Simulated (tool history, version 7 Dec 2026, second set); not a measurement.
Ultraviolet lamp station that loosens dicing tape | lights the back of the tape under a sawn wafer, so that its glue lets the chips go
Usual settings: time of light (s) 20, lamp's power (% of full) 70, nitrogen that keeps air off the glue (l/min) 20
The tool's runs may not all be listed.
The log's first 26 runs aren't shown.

| run | day | time of light (s) | lamp's power (% of full) | nitrogen that keeps air off the glue (l/min) | force that peels the tape off (N) | light that reached the tape (J/m2) |
|---|---|---|---|---|---|---|
| 27 | 69.925 | 12 | 71 | 7 | 1.819 | 1670 |
| 28 | 73.179 | 14 | 70 | 20 | 1.070 | 1830 |
| 29 | 75.221 | 22 | 96 | 23 | 0.358 | 3890 |
| 30 | 77.496 | 23 | 62 | 20 | 0.684 | 2540 |
| 31 | 81.354 | 29 | 97 | 9 | 0.462 | 4700 |
| 32 | 84.621 | 29 | 97 | 9 | 0.481 | 4570 |
| 33 | 87.258 | 11 | 70 | 20 | 1.690 | 1200 |
|  | 88.679 | window cleaned of glue's vapour |
|  | 89.708 | lamp changed |
| 34 | 89.708 | 12 | 60 | 22 | 0.774 | 2200 |
| 35 | 92.329 | 12 | 60 | 22 | 0.823 | 2120 |
| 36 | 94.204 | 12 | 90 | 22 | 0.467 | 3170 |
| 37 | 96.425 | 11 | 90 | 37 | 0.415 | 2870 |
| 38 | 99.188 | 11 | 90 | 37 | 0.425 | 2790 |
| 39 | 103.121 | 11 | 90 | 37 | 0.457 | 2710 |
| 40 | 105.804 | 36 | 82 | 37 | 0.246 | 7810 |
| 41 | 107.462 | 36 | 82 | 37 | 0.253 | 7710 |
| 42 | 109.071 | 15 | 63 | 20 | 0.723 | 2400 |
| 43 | 112.725 | 15 | 63 | 20 | 0.779 | 2340 |

3 ways to go on from here, each from the tool as it stands after run 43. What would each give?
| A | 114.967 | 15 | 88 | 23 | ? | ? |
| B | 114.967 | 26 | 93 | 20 | ? | ? |
| C | 114.967 | 13 | 92 | 7 | ? | ? |

| run | force that peels the tape off (N) | light that reached the tape (J/m2) |
|---|---|---|
| A | 0.454 | 3180 |
| B | 0.281 | 5810 |
| C | 1.036 | 2930 |
Without the tool's hidden state the same runs would have given:
| run | force that peels the tape off (N) | light that reached the tape (J/m2) |
|---|---|---|
| A | 0.331 | 4110 |
| B | 0.261 | 7530 |
| C | 0.735 | 3780 |
